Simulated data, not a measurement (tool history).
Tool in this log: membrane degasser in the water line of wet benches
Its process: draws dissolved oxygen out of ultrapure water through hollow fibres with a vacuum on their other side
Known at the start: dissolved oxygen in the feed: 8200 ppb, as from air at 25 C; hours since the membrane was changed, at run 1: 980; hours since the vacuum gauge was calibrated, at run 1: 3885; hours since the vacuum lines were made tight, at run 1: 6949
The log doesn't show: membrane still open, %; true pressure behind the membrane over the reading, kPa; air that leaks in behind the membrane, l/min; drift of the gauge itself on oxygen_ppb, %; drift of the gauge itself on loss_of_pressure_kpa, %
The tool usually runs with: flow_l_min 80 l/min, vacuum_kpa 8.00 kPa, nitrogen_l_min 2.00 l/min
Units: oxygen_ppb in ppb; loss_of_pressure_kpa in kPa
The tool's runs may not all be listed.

| run | day | flow_l_min | vacuum_kpa | nitrogen_l_min | hours since the membrane was changed | hours since the vacuum gauge was calibrated | hours since the vacuum lines were made tight | oxygen_ppb | loss_of_pressure_kpa |
|---|---|---|---|---|---|---|---|---|---|
| 1 | 0.000 | 80 | 8.00 | 2.00 | 980 | 3885 | 6949 | 387.6 | 48.55 |
| 2 | 1.942 | 80 | 8.00 | 2.00 | 1027 | 3932 | 6996 | 387.6 | 48.58 |
| 3 | 3.842 | 80 | 8.00 | 2.00 | 1072 | 3978 | 7041 | 388.6 | 48.67 |
| 4 | 8.204 | 80 | 8.00 | 2.00 | 1177 | 4082 | 7146 | 389.8 | 48.43 |
| 5 | 10.617 | 80 | 8.00 | 2.00 | 1235 | 4140 | 7204 | 389.4 | 48.41 |
| 6 | 14.579 | 80 | 8.00 | 2.00 | 1330 | 4235 | 7299 | 389.9 | 48.75 |
| 7 | 18.196 | 80 | 8.00 | 4.32 | 1417 | 4322 | 7386 | 209.7 | 49.24 |
| 8 | 21.742 | 80 | 8.00 | 4.32 | 1502 | 4407 | 7471 | 209.4 | 48.65 |
| 9 | 25.679 | 80 | 8.00 | 2.00 | 1596 | 4502 | 7565 | 388.9 | 48.58 |
| 10 | 28.292 | 80 | 8.00 | 2.00 | 1659 | 4564 | 7628 | 388.9 | 48.81 |
| 11 | 31.492 | 100 | 8.00 | 2.95 | 1736 | 4641 | 7705 | 357.2 | 60.75 |
| 12 | 35.496 | 73 | 19.78 | 2.84 | 1832 | 4737 | 7801 | 854.1 | 44.54 |
| 13 | 38.833 | 127 | 8.00 | 2.00 | 1912 | 4817 | 7881 | 589.1 | 77.67 |
| 14 | 41.458 | 127 | 8.00 | 2.00 | 1975 | 4880 | 7944 | 587.8 | 77.57 |
| 15 | 43.550 | 127 | 8.00 | 2.00 | 2025 | 4931 | 7994 | 594.4 | 77.24 |
| 16 | 46.017 | 93 | 6.00 | 2.00 | 2085 | 4990 | 8053 | 278.3 | 56.65 |
| 17 | 49.288 | 80 | 4.85 | 2.59 | 2163 | 5068 | 8132 | 125.4 | 49.19 |
| 18 | 53.188 | 80 | 11.93 | 1.11 | 2257 | 5162 | 8226 | 1012.0 | 48.67 |
| 19 | 56.283 | 91 | 10.71 | 4.03 | 2331 | 5236 | 8300 | 382.2 | 55.65 |

Each row is a separate what-if for the run after 19, all from the same tool condition, not one after another. Results?
| A | 59.875 | 53 | 8.00 | 4.90 | 2417 | 5322 | 8386 | ? | ? |
| B | 59.875 | 91 | 18.18 | 2.34 | 2417 | 5322 | 8386 | ? | ? |
| C | 59.875 | 116 | 19.90 | 2.00 | 2417 | 5322 | 8386 | ? | ? |
| D | 59.875 | 94 | 4.92 | 1.86 | 2417 | 5322 | 8386 | ? | ? |

| run | oxygen_ppb | loss_of_pressure_kpa |
|---|---|---|
| A | 127.4 | 32.36 |
| B | 1081.6 | 55.64 |
| C | 1565.0 | 71.46 |
| D | 197.4 | 57.47 |
What these runs would have given with no unlogged condition in the tool:
| run | oxygen_ppb | loss_of_pressure_kpa |
|---|---|---|
| A | 120.7 | 31.94 |
| B | 1066.0 | 54.90 |
| C | 1548.4 | 70.52 |
| D | 177.3 | 56.72 |
